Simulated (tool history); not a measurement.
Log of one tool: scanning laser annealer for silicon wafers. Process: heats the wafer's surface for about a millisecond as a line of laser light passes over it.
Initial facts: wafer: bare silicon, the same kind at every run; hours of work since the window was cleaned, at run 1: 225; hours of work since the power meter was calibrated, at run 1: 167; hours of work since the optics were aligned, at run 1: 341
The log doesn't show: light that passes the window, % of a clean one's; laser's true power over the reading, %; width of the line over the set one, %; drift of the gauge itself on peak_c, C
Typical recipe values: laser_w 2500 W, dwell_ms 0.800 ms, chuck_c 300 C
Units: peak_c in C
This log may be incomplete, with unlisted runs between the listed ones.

run   hour  laser_w  dwell_ms  chuck_c  hours of work since the window was cleaned  hours of work since the power meter was calibrated  hours of work since the optics were aligned  peak_c
  1    0.0     2500     0.800      300                                         225                                                 167                                          341    1059
  2   12.5     2500     0.800      300                                         234                                                 176                                          349    1058
  3   22.7     2500     0.800      326                                         241                                                 183                                          357    1086
  4   31.8     2500     0.800      326                                         248                                                 189                                          363    1087
  5   45.6     2500     0.800      326                                         257                                                 199                                          373    1086
  6   54.6     2500     0.574      300                                         264                                                 205                                          379     929
  7   64.5     2500     0.616      300                                         271                                                 212                                          386     957
  8   78.5     2500     0.800      300                                         281                                                 222                                          396    1058
  9   88.4     2500     0.800      300                                         288                                                 229                                          403    1058
 10   94.5     2458     0.800      300                                         292                                                 234                                          407    1041
 11  102.5     2660     0.800      300                                         298                                                 239                                          413    1117
 12  109.7     2660     0.800      300                                         303                                                 244                                          418    1114
 13  122.6     2432     0.666      297                                         312                                                 254                                          427     955
 14  131.4     2432     0.804      307                                         318                                                 260                                          434    1037
 15  141.3     2347     0.929      284                                         325                                                 267                                          441    1044
 16  151.2     2347     0.929      284                                         332                                                 274                                          448    1040
 17  166.3     2500     0.577      300                                         343                                                 285                                          458     930
 18  181.3     2500     0.577      300                                         354                                                 295                                          469     927
 19  190.2     2500     0.577      300                                         360                                                 301                                          475     929
 20  201.5     2500     0.577      300                                         368                                                 309                                          483     923
 21  209.8     2500     0.745      337                                         374                                                 315                                          489    1059
 22  222.1     2309     0.745      337                                         382                                                 324                                          498     989
 23  229.9     2309     0.745      337                                         388                                                 330                                          503     990

Here are 3 independent what-if runs from the current tool condition. What would each one return?
  A  238.8     2652     0.972      337                                         394                                                 336                                          510       ?
  B  238.8     2309     0.745      307                                         394                                                 336                                          510       ?
  C  238.8     2447     0.919      337                                         394                                                 336                                          510       ?

run  peak_c
  A    1235
  B     961
  C    1125
With no hidden state in the tool, these same runs would have given:
run  peak_c
  A    1276
  B     991
  C    1161
